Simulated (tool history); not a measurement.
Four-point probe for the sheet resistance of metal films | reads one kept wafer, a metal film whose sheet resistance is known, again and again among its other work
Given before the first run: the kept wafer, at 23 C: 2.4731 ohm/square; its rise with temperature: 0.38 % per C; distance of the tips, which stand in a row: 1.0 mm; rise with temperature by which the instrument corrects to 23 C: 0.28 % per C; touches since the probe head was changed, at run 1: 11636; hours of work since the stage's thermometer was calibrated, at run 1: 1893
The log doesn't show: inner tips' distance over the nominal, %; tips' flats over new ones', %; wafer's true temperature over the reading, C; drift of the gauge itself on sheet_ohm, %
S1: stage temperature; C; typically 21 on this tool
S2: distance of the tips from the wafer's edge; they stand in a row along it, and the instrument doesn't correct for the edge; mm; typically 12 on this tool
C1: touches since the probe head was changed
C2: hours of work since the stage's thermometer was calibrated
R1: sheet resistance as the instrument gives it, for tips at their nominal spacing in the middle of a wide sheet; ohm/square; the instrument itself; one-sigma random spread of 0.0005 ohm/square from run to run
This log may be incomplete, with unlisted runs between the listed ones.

| run | day | S1 | S2 | C1 | C2 | R1 |
|---|---|---|---|---|---|---|
| 1 | 0 | 21 | 12 | 11636 | 1893 | 2.482319 |
| 2 | 0.5 | 21 | 12 | 12109 | 1900 | 2.483041 |
| 3 | 1.496 | 21 | 12 | 13054 | 1916 | 2.48264 |
| 4 | 2.354 | 21 | 12 | 13865 | 1929 | 2.482647 |
| 5 | 3.067 | 21 | 12 | 14541 | 1940 | 2.482096 |
| 6 | 3.883 | 21 | 12 | 15313 | 1953 | 2.482073 |
| 7 | 4.825 | 21 | 12 | 16208 | 1967 | 2.482181 |
| 8 | 5.692 | 21 | 12 | 17027 | 1980 | 2.481334 |
| 9 | 6.242 | 21 | 12 | 17548 | 1989 | 2.481691 |
| 10 | 7.058 | 27 | 12 | 18322 | 2001 | 2.497273 |
| 11 | 7.817 | 27 | 12 | 19042 | 2013 | 2.497958 |
| 12 | 8.829 | 27 | 12 | 19999 | 2029 | 2.497248 |
| 13 | 9.5 | 27 | 12 | 20636 | 2039 | 2.496191 |
| 14 | 10.167 | 21 | 12 | 21266 | 2049 | 2.481718 |
| 15 | 10.862 | 21 | 24 | 21923 | 2060 | 2.474631 |
| 16 | 11.842 | 21 | 60 | 22853 | 2075 | 2.472132 |
| 17 | 12.629 | 27 | 6 | 23600 | 2087 | 2.524798 |
| 18 | 13.304 | 21 | 16 | 24236 | 2097 | 2.477985 |
| 19 | 13.925 | 21 | 16 | 24827 | 2107 | 2.477123 |

Predict the results of run 20:
| 20 | 14.771 | 21 | 16 | 25625 | 2120 | ? |

{"run 20": {"R1": 2.476903}}
Had the tool carried no hidden state, the very same run would have given R1 2.47283 ohm/square.
